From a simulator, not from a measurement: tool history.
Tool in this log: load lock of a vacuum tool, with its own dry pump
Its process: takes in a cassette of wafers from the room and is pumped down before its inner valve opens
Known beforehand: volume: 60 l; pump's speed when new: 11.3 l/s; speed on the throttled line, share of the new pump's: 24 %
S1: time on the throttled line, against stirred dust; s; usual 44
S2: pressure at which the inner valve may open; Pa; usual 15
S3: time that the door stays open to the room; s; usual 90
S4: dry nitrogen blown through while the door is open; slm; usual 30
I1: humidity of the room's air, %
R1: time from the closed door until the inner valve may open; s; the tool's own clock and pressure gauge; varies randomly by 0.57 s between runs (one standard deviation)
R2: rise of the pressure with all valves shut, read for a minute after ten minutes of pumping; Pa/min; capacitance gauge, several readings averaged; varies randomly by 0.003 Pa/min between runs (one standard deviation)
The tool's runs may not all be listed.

Run 1, day 0: usual settings; I1 40.8. Result: R1 80.4 s, R2 0.032 Pa/min.
Run 2, day 15.158: usual settings but S1 25 s; I1 46.4. Result: R1 66.1 s, R2 0.042 Pa/min.
Run 3, day 32.454: usual settings but S1 27 s; I1 47.7. Result: R1 67.1 s, R2 0.037 Pa/min.
Run 4, day 44.708: usual settings but S1 27 s; I1 43.9. Result: R1 66.8 s, R2 0.035 Pa/min.
Run 5, day 54.571: usual settings but S1 27 s; I1 43.3. Result: R1 68.5 s, R2 0.036 Pa/min.
Run 6, day 66.912: usual settings but S1 27 s; I1 44.1. Result: R1 67.3 s, R2 0.04 Pa/min.
Run 7, day 77.054: usual settings but S1 27 s; I1 50.5. Result: R1 68.3 s, R2 0.042 Pa/min.
Run 8, day 94.904: usual settings but S1 27 s; I1 47.8. Result: R1 67.4 s, R2 0.043 Pa/min.
Run 9, day 112.379: usual settings but S1 27 s; I1 47. Result: R1 67.6 s, R2 0.039 Pa/min.
Run 10, day 123.708: usual settings but S1 27 s; I1 47.3. Result: R1 67.6 s, R2 0.044 Pa/min.
Run 11, day 132.125: usual settings but S1 27 s; I1 43.7. Result: R1 67.7 s, R2 0.035 Pa/min.
Run 12, day 149.062: usual settings; I1 46. Result: R1 80.4 s, R2 0.044 Pa/min.
Run 13, day 160.312: usual settings but S4 21 slm; I1 43.4. Result: R1 78.9 s, R2 0.044 Pa/min.
Run 14, day 168.15: usual settings but S4 21 slm; I1 46.8. Result: R1 80.5 s, R2 0.048 Pa/min.
Run 15, day 185.296: usual settings; I1 45.9. Result: R1 80.2 s, R2 0.037 Pa/min.
Run 16, day 203.4: usual settings but S2 14 Pa; I1 45.6. Result: R1 81.5 s, R2 0.042 Pa/min.
Run 17, day 216.275: usual settings but S2 14 Pa, S4 6 slm; I1 46.7. Result: R1 81.1 s, R2 0.064 Pa/min.
Run 18, day 233.825: usual settings but S2 14 Pa, S4 6 slm; I1 43.5. Result: R1 82 s, R2 0.056 Pa/min.
Run 19, day 241.867: usual settings but S1 23 s, S2 14 Pa, S4 6 slm; I1 45.4. Result: R1 64.5 s, R2 0.056 Pa/min.
Run 20, day 257.525: usual settings but S1 86 s; I1 43.5. Result: R1 110.9 s, R2 0.039 Pa/min.
Run 21, day 275.333: usual settings but S1 63 s, S3 47 s, S4 4 slm; I1 43.4. Result: R1 93.8 s, R2 0.046 Pa/min.
Run 22, day 286.85: usual settings but S1 63 s, S3 47 s, S4 4 slm; I1 45. Result: R1 93.5 s, R2 0.052 Pa/min.
Run 23, day 295: usual settings but S1 63 s, S3 47 s, S4 4 slm; I1 40.2. Result: R1 94.4 s, R2 0.042 Pa/min.
Run 24, day 304.754: usual settings but S1 75 s, S3 220 s; I1 43.2. Result: R1 103.5 s, R2 0.051 Pa/min.
Run 25, day 317.725: usual settings but S1 75 s, S3 220 s; I1 45. Result: R1 103.9 s, R2 0.052 Pa/min.
Run 26, day 334.096: usual settings but S1 75 s, S3 220 s; I1 43.9. Result: R1 103.1 s, R2 0.052 Pa/min.
Run 27, day 346.658: usual settings but S1 75 s, S2 13 Pa, S3 220 s, S4 37 slm; I1 45.3. Result: R1 104.9 s, R2 0.047 Pa/min.
Run 28, day 356.483: usual settings but S1 75 s, S2 13 Pa, S3 220 s, S4 37 slm; I1 43.9. Result: R1 103.8 s, R2 0.054 Pa/min.
Run 29, day 370.767: usual settings but S1 30 s, S2 24 Pa, S3 220 s, S4 37 slm; I1 42.7. Result: R1 67.4 s, R2 0.051 Pa/min.
Run 30, day 382.608: usual settings but S1 30 s, S2 24 Pa, S3 220 s, S4 37 slm; I1 46.5. Result: R1 67.6 s, R2 0.046 Pa/min.
Run 31, day 400.058: usual settings but S1 34 s, S3 174 s, S4 11 slm; I1 44.3. Result: R1 72.3 s, R2 0.07 Pa/min.
Run 32, day 412.329: usual settings but S3 63 s; I1 43.3. Result: R1 80.1 s, R2 0.033 Pa/min.
Run 33, day 430.033: usual settings but S1 35 s, S2 29 Pa, S3 63 s, S4 5 slm; I1 43.5. Result: R1 69.4 s, R2 0.05 Pa/min.
Run 34, day 446.6: usual settings but S1 35 s, S2 29 Pa, S3 63 s, S4 5 slm; I1 44. Result: R1 68.9 s, R2 0.052 Pa/min.
Run 35, day 459.021: usual settings but S1 35 s, S2 29 Pa, S3 63 s, S4 5 slm; I1 39.3. Result: R1 69.7 s, R2 0.043 Pa/min.
Run 36, day 466.958: usual settings but S1 35 s, S2 29 Pa, S3 63 s, S4 5 slm; I1 47.1. Result: R1 70.1 s, R2 0.053 Pa/min.

Not shown: 1 entry that the log had between the listed runs. Between which runs, and how does the tool's hidden state differ before and after?
In the gap between runs 11 and 12: dry pump taken out, an overhauled one fitted (day 146.725)
  pump's speed, % of a new pump's: 99.5 -> 100

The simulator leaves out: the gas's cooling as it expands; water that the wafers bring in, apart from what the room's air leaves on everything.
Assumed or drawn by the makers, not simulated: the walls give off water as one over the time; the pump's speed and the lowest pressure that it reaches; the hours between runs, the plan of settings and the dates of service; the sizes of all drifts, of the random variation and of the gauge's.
